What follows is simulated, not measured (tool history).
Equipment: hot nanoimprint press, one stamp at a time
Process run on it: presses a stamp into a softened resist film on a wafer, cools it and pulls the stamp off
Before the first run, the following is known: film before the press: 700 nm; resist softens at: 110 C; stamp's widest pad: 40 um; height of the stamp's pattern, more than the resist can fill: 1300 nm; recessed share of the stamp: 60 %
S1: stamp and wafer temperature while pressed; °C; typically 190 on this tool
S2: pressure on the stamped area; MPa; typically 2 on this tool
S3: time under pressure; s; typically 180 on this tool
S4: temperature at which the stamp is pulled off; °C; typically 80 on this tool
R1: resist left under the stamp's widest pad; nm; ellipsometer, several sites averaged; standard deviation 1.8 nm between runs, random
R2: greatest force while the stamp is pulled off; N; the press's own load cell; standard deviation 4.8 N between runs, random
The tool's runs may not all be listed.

| run | hour | S1 | S2 | S3 | S4 | R1 | R2 |
|---|---|---|---|---|---|---|---|
| 1 | 0 | 190 | 2 | 180 | 80 | 285.5 | 248 |
| 2 | 50 | 186 | 2 | 180 | 80 | 325.6 | 263 |
| 3 | 117.5 | 186 | 2 | 180 | 68 | 323.7 | 314 |
| 4 | 154.6 | 186 | 2 | 216 | 68 | 310.5 | 316 |
| 5 | 191.7 | 186 | 2 | 216 | 68 | 309.8 | 314 |
| 6 | 250.5 | 190 | 2 | 180 | 80 | 293.8 | 268 |
| 7 | 319.9 | 190 | 2 | 180 | 80 | 296.4 | 267 |
| 8 | 372.9 | 190 | 2 | 180 | 80 | 293.1 | 283 |
| 9 | 411.8 | 190 | 2 | 180 | 80 | 294 | 289 |
|  | 430.7 | stamp cleaned and given a new release coat |
| 10 | 451.6 | 190 | 2 | 180 | 80 | 294.9 | 230 |
| 11 | 507.2 | 187 | 2 | 145 | 80 | 351.7 | 245 |
| 12 | 550.6 | 187 | 2 | 145 | 80 | 354.3 | 242 |
| 13 | 584.5 | 187 | 2 | 145 | 80 | 352.6 | 254 |
| 14 | 650.8 | 187 | 2 | 145 | 80 | 351 | 261 |
| 15 | 695.4 | 189 | 2.71 | 255 | 67 | 230.1 | 332 |
| 16 | 751.5 | 192 | 1.91 | 182 | 80 | 288.6 | 271 |
| 17 | 781.7 | 192 | 1.91 | 182 | 80 | 287.7 | 272 |
| 18 | 832.1 | 201 | 2.42 | 303 | 82 | 161.2 | 272 |

Each row is a separate what-if for the run after 18, all from the same tool condition, not one after another. Results?
|  | 847.7 | plate thermocouple calibrated |
| A | 864 | 187 | 1.7 | 184 | 82 | ? | ? |
|  | 847.7 | plate thermocouple calibrated |
| B | 864 | 190 | 1.5 | 180 | 72 | ? | ? |
|  | 847.7 | plate thermocouple calibrated |
| C | 864 | 190 | 1.26 | 101 | 80 | ? | ? |
|  | 847.7 | plate thermocouple calibrated |
| D | 864 | 201 | 1.48 | 303 | 82 | ? | ? |

| run | R1 | R2 |
|---|---|---|
| A | 337.8 | 252 |
| B | 331.5 | 313 |
| C | 431.2 | 269 |
| D | 198.4 | 256 |
The same runs, with their run-to-run variation unchanged, on a tool lacking any hidden condition would have given:
| run | R1 | R2 |
|---|---|---|
| A | 333.7 | 215 |
| B | 328 | 267 |
| C | 428 | 229 |
| D | 196 | 218 |
